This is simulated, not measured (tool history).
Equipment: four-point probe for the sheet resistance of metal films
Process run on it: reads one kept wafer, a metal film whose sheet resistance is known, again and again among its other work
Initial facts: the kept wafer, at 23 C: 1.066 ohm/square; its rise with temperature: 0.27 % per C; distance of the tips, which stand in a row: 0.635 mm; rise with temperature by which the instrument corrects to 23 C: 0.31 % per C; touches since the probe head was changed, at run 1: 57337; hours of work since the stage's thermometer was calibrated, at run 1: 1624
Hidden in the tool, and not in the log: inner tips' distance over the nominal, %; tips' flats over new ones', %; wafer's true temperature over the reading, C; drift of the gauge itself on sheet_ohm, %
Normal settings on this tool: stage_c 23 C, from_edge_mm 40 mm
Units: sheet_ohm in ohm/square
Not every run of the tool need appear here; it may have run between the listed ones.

run,hour,stage_c,from_edge_mm,touches since the probe head was changed,hours of work since the stage's thermometer was calibrated,sheet_ohm
1,0,23,40,57337,1624,1.074887
2,63.5,23,40,59466,1671,1.075043
3,167.2,23,10,62944,1749,1.07743
4,223.8,23,10,64840,1792,1.077876
5,331.3,23,10,68444,1872,1.078198
# hour 362.4: stage's thermometer calibrated
6,400.5,23,10,70745,29,1.076355
7,504.9,23,10,74245,107,1.076941
8,623.2,23,10,78213,196,1.077475
9,723.2,23,10,81564,271,1.077739
10,844.5,23,10,85633,362,1.078446
11,917.9,31,40,88094,417,1.072719
# hour 981.8: new probe head fitted
12,1016.4,31,6,1158,490,1.064155
13,1080.3,31,6,3303,538,1.065072
14,1152.2,23,40,5713,592,1.062458
15,1225.2,23,40,8161,647,1.063117
16,1308.9,23,23,10965,710,1.06355
17,1368.1,23,17,12949,754,1.064146

What will run 18 give?
18,1440.8,23,36,15389,809,?

{"run 18": {"sheet_ohm": 1.063547}}
Minus the tool's unlogged condition, the same run would have read sheet_ohm 1.065919 ohm/square.

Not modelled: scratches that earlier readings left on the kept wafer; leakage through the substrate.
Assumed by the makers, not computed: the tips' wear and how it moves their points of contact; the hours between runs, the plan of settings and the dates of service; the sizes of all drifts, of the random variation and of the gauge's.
